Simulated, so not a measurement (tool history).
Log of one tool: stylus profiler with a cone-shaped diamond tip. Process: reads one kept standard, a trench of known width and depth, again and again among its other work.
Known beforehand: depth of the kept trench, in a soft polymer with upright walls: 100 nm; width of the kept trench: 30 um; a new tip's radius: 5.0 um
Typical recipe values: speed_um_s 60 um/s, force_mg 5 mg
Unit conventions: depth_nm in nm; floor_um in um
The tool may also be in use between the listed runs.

run	hour	speed_um_s	force_mg	depth_nm	floor_um
1	0	60	5	102.3	26.61
2	133.5	80	5	102.42	26.52
3	263.4	80	5	102.25	26.5
4	371.5	80	5	102.32	26.47
5	499.1	80	5	102.37	26.41
6	567	24	5	102.33	26.65
7	663.6	29	5	102.33	26.56
8	783.8	29	5	102.32	26.58
9	888.2	29	5	102.21	26.57
10	1014.8	29	5	102.28	26.51
11	1122.8	29	5	102.28	26.52
12	1182.5	29	5	102.23	26.52
13	1270.4	29	5	102.41	26.48
14	1397.9	48	8.88	103.4	26.43
15	1521.8	170	6.43	102.68	25.98
# hour 1629.5: height scale calibrated on a step standard
# hour 1642.1: new tip fitted, height scale calibrated
16	1643.7	125	8.64	103.71	27.62
17	1724.6	125	8.64	103.86	27.62
18	1827.6	225	8.97	103.96	27.24
19	1943.7	39	8.01	103.66	27.8
20	2042	99	1.92	101.37	27.26
21	2109.1	30	3.15	101.94	27.67
22	2218.2	66	2.46	101.64	27.43
23	2276.7	66	2.46	101.55	27.44
24	2408.8	66	2.46	101.57	27.34
25	2546.7	17	4.13	102.18	27.64

5 options for the next run, each taken on its own from the tool as it stands now. Forecast them:
A	2653.5	141	10.76	?	?
B	2653.5	17	12.17	?	?
C	2653.5	27	3.58	?	?
D	2653.5	58	5	?	?
E	2653.5	74	12.19	?	?

run	depth_nm	floor_um
A	104.32	27.31
B	104.77	27.63
C	102	27.56
D	102.67	27.5
E	104.68	27.51
Had the tool no hidden state, the same runs would have come out as:
run	depth_nm	floor_um
A	104.41	27.65
B	104.86	27.97
C	102.09	27.9
D	102.76	27.84
E	104.78	27.85
